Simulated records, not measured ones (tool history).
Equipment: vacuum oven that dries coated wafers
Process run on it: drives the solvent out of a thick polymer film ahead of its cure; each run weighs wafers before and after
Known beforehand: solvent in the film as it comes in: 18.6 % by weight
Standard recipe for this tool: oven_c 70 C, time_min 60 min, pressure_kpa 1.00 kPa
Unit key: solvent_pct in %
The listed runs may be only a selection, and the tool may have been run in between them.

Run 1, hour 0.0: usual settings. Result: solvent_pct 1.95 %.
Run 2, hour 74.1: usual settings. Result: solvent_pct 1.89 %.
Run 3, hour 150.4: usual settings. Result: solvent_pct 1.95 %.
Run 4, hour 229.3: usual settings. Result: solvent_pct 1.92 %.
Run 5, hour 308.0: usual settings. Result: solvent_pct 1.94 %.
Run 6, hour 398.1: usual settings. Result: solvent_pct 1.98 %.
Run 7, hour 489.1: usual settings but pressure_kpa 3.49 kPa. Result: solvent_pct 3.66 %.
Run 8, hour 561.2: usual settings but pressure_kpa 3.49 kPa. Result: solvent_pct 3.65 %.
Run 9, hour 626.3: usual settings but time_min 51 min, pressure_kpa 3.26 kPa. Result: solvent_pct 3.96 %.

What will run 10 give?
Run 10, hour 703.4: usual settings but pressure_kpa 1.69 kPa. Result: solvent_pct ?.

{"run 10": {"solvent_pct": 2.43}}
Minus the tool's unlogged condition, the same run would have read solvent_pct 2.43 %.

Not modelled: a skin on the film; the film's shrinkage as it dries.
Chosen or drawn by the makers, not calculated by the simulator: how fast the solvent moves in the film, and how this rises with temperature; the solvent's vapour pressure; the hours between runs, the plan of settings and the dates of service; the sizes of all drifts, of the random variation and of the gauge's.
